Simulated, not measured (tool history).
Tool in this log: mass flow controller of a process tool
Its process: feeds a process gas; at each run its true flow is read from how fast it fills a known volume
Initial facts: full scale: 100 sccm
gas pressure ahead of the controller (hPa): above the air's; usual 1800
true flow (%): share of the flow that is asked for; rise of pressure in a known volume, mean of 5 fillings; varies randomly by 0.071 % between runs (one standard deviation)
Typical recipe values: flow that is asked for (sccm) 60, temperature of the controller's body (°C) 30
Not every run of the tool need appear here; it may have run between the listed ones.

| run | hour | flow that is asked for (sccm) | gas pressure ahead of the controller (hPa) | temperature of the controller's body (°C) | true flow (%) |
|---|---|---|---|---|---|
| 1 | 0 | 60 | 1800 | 30 | 100.17 |
| 2 | 275 | 60 | 1800 | 30 | 100.05 |
| 3 | 467.6 | 60 | 2460 | 30 | 99.86 |
| 4 | 619.1 | 60 | 1800 | 30 | 100.02 |
| 5 | 753.5 | 60 | 1800 | 30 | 100.12 |
| 6 | 1062.9 | 60 | 1800 | 30 | 100.07 |
| 7 | 1243.3 | 60 | 1970 | 30 | 100.07 |
| 8 | 1396.6 | 60 | 1970 | 30 | 100.08 |
| 9 | 1578.8 | 60 | 1970 | 30 | 99.9 |
| 10 | 1758.7 | 71 | 1580 | 30 | 100.57 |
| 11 | 1964 | 71 | 1580 | 30 | 100.52 |
| 12 | 2126 | 55 | 1800 | 29 | 99.86 |
| 13 | 2317.8 | 95 | 2720 | 27 | 100.55 |
| 14 | 2447.7 | 55 | 2300 | 40 | 100.38 |
| 15 | 2670 | 11 | 1510 | 26 | 94.07 |
| 16 | 2815.5 | 29 | 1510 | 26 | 98.31 |
| 17 | 3087.9 | 52 | 1800 | 30 | 99.79 |

Here are 4 independent what-if runs from the current tool condition. What would each one return?
| A | 3240.2 | 25 | 2700 | 22 | ? |
| B | 3240.2 | 82 | 1800 | 23 | ? |
| C | 3240.2 | 88 | 1600 | 30 | ? |
| D | 3240.2 | 52 | 1800 | 39 | ? |

| run | true flow (%) |
|---|---|
| A | 97.09 |
| B | 100.12 |
| C | 100.81 |
| D | 100.47 |
Take away the tool's hidden state, keep each run's random variation, and the runs would have read:
| run | true flow (%) |
|---|---|
| A | 98.74 |
| B | 99.59 |
| C | 100.22 |
| D | 100.5 |
